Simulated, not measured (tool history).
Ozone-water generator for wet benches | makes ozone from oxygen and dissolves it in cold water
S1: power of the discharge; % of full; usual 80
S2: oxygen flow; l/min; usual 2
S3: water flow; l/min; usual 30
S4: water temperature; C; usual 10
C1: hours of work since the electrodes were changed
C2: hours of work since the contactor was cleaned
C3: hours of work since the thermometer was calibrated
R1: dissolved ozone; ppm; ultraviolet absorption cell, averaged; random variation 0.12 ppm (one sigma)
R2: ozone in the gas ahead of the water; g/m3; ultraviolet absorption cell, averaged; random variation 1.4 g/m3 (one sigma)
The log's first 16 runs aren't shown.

run      day  S1    S2  S3  S4    C1    C2    C3    R1     R2
 17   93.896  41   1.9  27  13  4776  3864  2761   7.3  182.8
 18   99.192  41   1.9  27  13  4898  3987  2883   7.5  180.6
 19  103.067  81  3.17  43   7  4988  4076  2972   8.1  216.9
 20  109.492  81  3.17  43   7  5136  4225  3121   8.1  218.6
     110.758  -- water thermometer calibrated
 21  115.267  77  3.17  41  11  5269  4358   104   8.1  209.1
 22  123.158  85  2.14  44   7  5451  4540   286     7  273.5
     126.879  -- gauge calibrated
 23  131.258  80   2.2  30  10  5638  4727   474    11  253.2
 24   138.85  80   2.2  30  10  5814  4902   649    11  253.9
 25  144.288  50  1.53  32   6  5939  5028   774   6.7  225.1
 26  149.733  96  3.03  38  16  6065  5153   900   9.8  242.2
 27  154.688  44  1.16  38  16  6179  5268  1015   4.1  240.6
 28  159.783  80  2.39  30  13  6297  5386  1132  10.9  244.7
 29  168.004  45  1.19  30  10  6487  5576  1322   5.8  239.9
 30  173.762  89     2  40  10  6620  5708  1455   7.8  286.6
 31  182.058  42  2.47  33  13  6811  5900  1647   6.6  160.6
 32  188.779  80  1.64  30  13  6967  6055  1802   9.6  300.2

3 ways to go on from here, each from the tool as it stands after run 32. What would each give?
  A  195.275  83  3.31  30   6  7117  6205  1952   ?   ?
  B  195.275  80  1.71  23  13  7117  6205  1952   ?   ?
  C  195.275  74     2  30  10  7117  6205  1952   ?   ?

run    R1     R2
  A  13.1  214.3
  B  13.3  293.2
  C    10  257.2
Without the tool's hidden state the same runs would have given:
run    R1     R2
  A  13.1  211.2
  B  13.3    289
  C  10.1  253.5

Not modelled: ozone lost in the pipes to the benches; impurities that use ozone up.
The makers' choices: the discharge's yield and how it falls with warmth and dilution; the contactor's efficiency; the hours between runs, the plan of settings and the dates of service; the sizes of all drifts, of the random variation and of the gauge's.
